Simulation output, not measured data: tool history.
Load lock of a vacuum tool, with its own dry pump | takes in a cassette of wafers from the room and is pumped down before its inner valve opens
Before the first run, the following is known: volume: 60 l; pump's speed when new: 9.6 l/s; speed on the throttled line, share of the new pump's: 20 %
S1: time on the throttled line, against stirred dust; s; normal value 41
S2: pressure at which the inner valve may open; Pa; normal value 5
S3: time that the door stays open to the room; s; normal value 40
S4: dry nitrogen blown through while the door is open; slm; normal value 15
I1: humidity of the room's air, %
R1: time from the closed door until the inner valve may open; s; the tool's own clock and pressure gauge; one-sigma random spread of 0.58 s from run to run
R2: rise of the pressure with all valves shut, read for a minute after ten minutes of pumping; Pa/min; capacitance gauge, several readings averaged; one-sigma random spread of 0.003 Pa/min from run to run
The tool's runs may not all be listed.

Run 1, day 0: usual settings; I1 44.5. Result: R1 98.5 s, R2 0.069 Pa/min.
Run 2, day 6.946: usual settings; I1 44.4. Result: R1 99.7 s, R2 0.067 Pa/min.
Run 3, day 12.004: usual settings; I1 46.9. Result: R1 99.7 s, R2 0.074 Pa/min.
Run 4, day 18: usual settings but S2 4 Pa; I1 44.4. Result: R1 101.7 s, R2 0.078 Pa/min.
Run 5, day 23.088: usual settings but S2 4 Pa; I1 45.1. Result: R1 101.5 s, R2 0.074 Pa/min.
Run 6, day 30.225: usual settings but S2 4 Pa; I1 42.9. Result: R1 101.1 s, R2 0.079 Pa/min.
Run 7, day 37.562: usual settings; I1 44.7. Result: R1 100.4 s, R2 0.068 Pa/min.
Run 8, day 40.717: usual settings; I1 44.4. Result: R1 101.5 s, R2 0.076 Pa/min.
Run 9, day 44.3: usual settings; I1 42.1. Result: R1 101.3 s, R2 0.073 Pa/min.
Run 10, day 48.158: usual settings; I1 43.3. Result: R1 100.7 s, R2 0.073 Pa/min.
Run 11, day 51.779: usual settings but S2 7 Pa; I1 46.9. Result: R1 97.8 s, R2 0.08 Pa/min.
Run 12, day 56.179: usual settings but S2 7 Pa; I1 46.5. Result: R1 98.4 s, R2 0.077 Pa/min.
Run 13, day 61.35: usual settings but S1 23 s; I1 47.7. Result: R1 86.3 s, R2 0.077 Pa/min.
Run 14, day 68.488: usual settings; I1 45. Result: R1 101.6 s, R2 0.085 Pa/min.
Run 15, day 75.571: usual settings; I1 46.3. Result: R1 101.6 s, R2 0.089 Pa/min.
Run 16, day 79.612: usual settings but S3 65 s; I1 46. Result: R1 100 s, R2 0.088 Pa/min.
Run 17, day 83.621: usual settings but S3 65 s; I1 44.6. Result: R1 101.7 s, R2 0.092 Pa/min.
Run 18, day 86.825: usual settings but S2 8 Pa, S3 159 s; I1 43.6. Result: R1 98.1 s, R2 0.098 Pa/min.
Run 19, day 91.912: usual settings but S2 8 Pa, S3 159 s; I1 44. Result: R1 98.1 s, R2 0.105 Pa/min.
Run 20, day 97.858: usual settings but S2 8 Pa, S3 159 s; I1 45.2. Result: R1 98.2 s, R2 0.11 Pa/min.
Run 21, day 104.45: usual settings but S1 63 s; I1 43.9. Result: R1 119 s, R2 0.095 Pa/min.
Run 22, day 111.962: usual settings but S2 8 Pa; I1 45.3. Result: R1 98.1 s, R2 0.096 Pa/min.
Run 23, day 118.842: usual settings but S2 8 Pa; I1 41.5. Result: R1 98.6 s, R2 0.094 Pa/min.
Run 24, day 125.588: usual settings but S1 31 s, S3 121 s; I1 42.8. Result: R1 95.2 s, R2 0.101 Pa/min.
Run 25, day 129.592: usual settings but S1 31 s, S2 6 Pa, S3 121 s; I1 42.3. Result: R1 93.1 s, R2 0.098 Pa/min.
Run 26, day 135.325: usual settings but S1 64 s, S4 18 slm; I1 42.7. Result: R1 120.1 s, R2 0.1 Pa/min.
Run 27, day 139.096: usual settings but S1 64 s, S2 8 Pa; I1 44.3. Result: R1 116.6 s, R2 0.1 Pa/min.
Run 28, day 144.875: usual settings but S3 81 s; I1 46.8. Result: R1 103.5 s, R2 0.11 Pa/min.
Run 29, day 150.812: usual settings but S1 23 s, S2 6 Pa; I1 43.9. Result: R1 87.3 s, R2 0.099 Pa/min.

How would selected steps in R1 from run to run divide? Give the signed amount a tool lacking its hidden state would still show from settings, what came in and random variation, and the signed amount left for the hidden state, including any gauge scatter that is not in both of the compared results.
Hidden state present: pump's speed, % of a new pump's; leak at the door's seal, Pa l/s; drift of the gauge itself on ready_s, %; drift of the gauge itself on rise_pa_min, %.
Run 21 -> 22: S1 63 -> 41, S2 5 -> 8. R1 -20.9 s: hidden state +0.2, all else -21.1.
Run 23 -> 24: S1 41 -> 31, S2 8 -> 5, S3 40 -> 121. R1 -3.4 s: hidden state +0.9, all else -4.3.
Run 25 -> 26: S1 31 -> 64, S2 6 -> 5, S3 121 -> 40, S4 15 -> 18. R1 +27 s: hidden state -0.4, all else +27.4.
Run 27 -> 28: S1 64 -> 41, S2 8 -> 5, S3 40 -> 81. R1 -13.1 s: hidden state +1.3, all else -14.4.

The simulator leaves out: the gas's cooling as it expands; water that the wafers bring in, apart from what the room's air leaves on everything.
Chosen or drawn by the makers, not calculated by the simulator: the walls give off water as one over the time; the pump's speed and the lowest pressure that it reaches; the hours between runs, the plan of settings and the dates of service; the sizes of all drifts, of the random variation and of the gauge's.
